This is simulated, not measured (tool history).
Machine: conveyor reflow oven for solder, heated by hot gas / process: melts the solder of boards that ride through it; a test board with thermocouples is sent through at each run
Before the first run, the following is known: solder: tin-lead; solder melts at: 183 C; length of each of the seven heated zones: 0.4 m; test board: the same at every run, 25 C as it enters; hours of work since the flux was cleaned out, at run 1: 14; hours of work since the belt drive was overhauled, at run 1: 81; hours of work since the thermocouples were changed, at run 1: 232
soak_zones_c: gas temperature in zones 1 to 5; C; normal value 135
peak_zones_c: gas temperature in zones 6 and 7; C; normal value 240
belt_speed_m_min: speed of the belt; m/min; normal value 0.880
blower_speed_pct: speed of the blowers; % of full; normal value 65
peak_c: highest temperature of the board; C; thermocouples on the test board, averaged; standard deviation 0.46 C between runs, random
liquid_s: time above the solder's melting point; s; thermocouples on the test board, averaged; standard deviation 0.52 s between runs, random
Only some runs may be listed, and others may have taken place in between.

| run | hour | soak_zones_c | peak_zones_c | belt_speed_m_min | blower_speed_pct | hours of work since the flux was cleaned out | hours of work since the belt drive was overhauled | hours of work since the thermocouples were changed | peak_c | liquid_s |
|---|---|---|---|---|---|---|---|---|---|---|
| 1 | 0.0 | 135 | 240 | 0.880 | 65 | 14 | 81 | 232 | 219.0 | 41.3 |
| 2 | 24.6 | 135 | 240 | 0.960 | 65 | 24 | 91 | 242 | 217.0 | 35.6 |
| 3 | 50.2 | 135 | 240 | 0.818 | 65 | 34 | 102 | 252 | 221.8 | 45.2 |
| 4 | 71.5 | 135 | 240 | 0.880 | 65 | 43 | 110 | 261 | 219.1 | 41.4 |
| 5 | 88.5 | 135 | 240 | 0.880 | 65 | 50 | 117 | 268 | 218.5 | 39.6 |
| 6 | 116.0 | 143 | 240 | 0.880 | 65 | 61 | 129 | 279 | 220.6 | 43.0 |
| 7 | 152.1 | 143 | 240 | 0.880 | 65 | 76 | 143 | 294 | 220.2 | 43.3 |
| 8 | 175.5 | 143 | 240 | 0.889 | 66 | 85 | 153 | 303 | 219.7 | 42.0 |
| 9 | 205.3 | 143 | 235 | 0.889 | 76 | 97 | 165 | 315 | 220.0 | 42.3 |
| 10 | 225.0 | 143 | 235 | 0.889 | 76 | 105 | 173 | 323 | 218.5 | 42.5 |
| 11 | 246.8 | 139 | 234 | 0.855 | 61 | 114 | 182 | 332 | 214.1 | 39.7 |
| 12 | 282.1 | 135 | 253 | 0.751 | 65 | 129 | 196 | 346 | 235.5 | 57.2 |
| 13 | 301.6 | 134 | 253 | 0.914 | 65 | 137 | 204 | 354 | 226.5 | 42.7 |
| 14 | 335.2 | 134 | 253 | 0.914 | 65 | 150 | 218 | 368 | 226.6 | 43.2 |

What if the next run were any one of these 3? Each begins from the tool's condition after run 14:
| A | 353.2 | 125 | 240 | 0.880 | 84 | 158 | 225 | 375 | ? | ? |
| B | 353.2 | 128 | 255 | 0.928 | 65 | 158 | 225 | 375 | ? | ? |
| C | 353.2 | 135 | 235 | 0.880 | 65 | 158 | 225 | 375 | ? | ? |

| run | peak_c | liquid_s |
|---|---|---|
| A | 222.6 | 41.2 |
| B | 225.8 | 40.2 |
| C | 214.5 | 37.4 |
Without the tool's unlogged condition, the same runs would have read:
| run | peak_c | liquid_s |
|---|---|---|
| A | 223.7 | 41.8 |
| B | 227.0 | 40.6 |
| C | 215.2 | 37.9 |

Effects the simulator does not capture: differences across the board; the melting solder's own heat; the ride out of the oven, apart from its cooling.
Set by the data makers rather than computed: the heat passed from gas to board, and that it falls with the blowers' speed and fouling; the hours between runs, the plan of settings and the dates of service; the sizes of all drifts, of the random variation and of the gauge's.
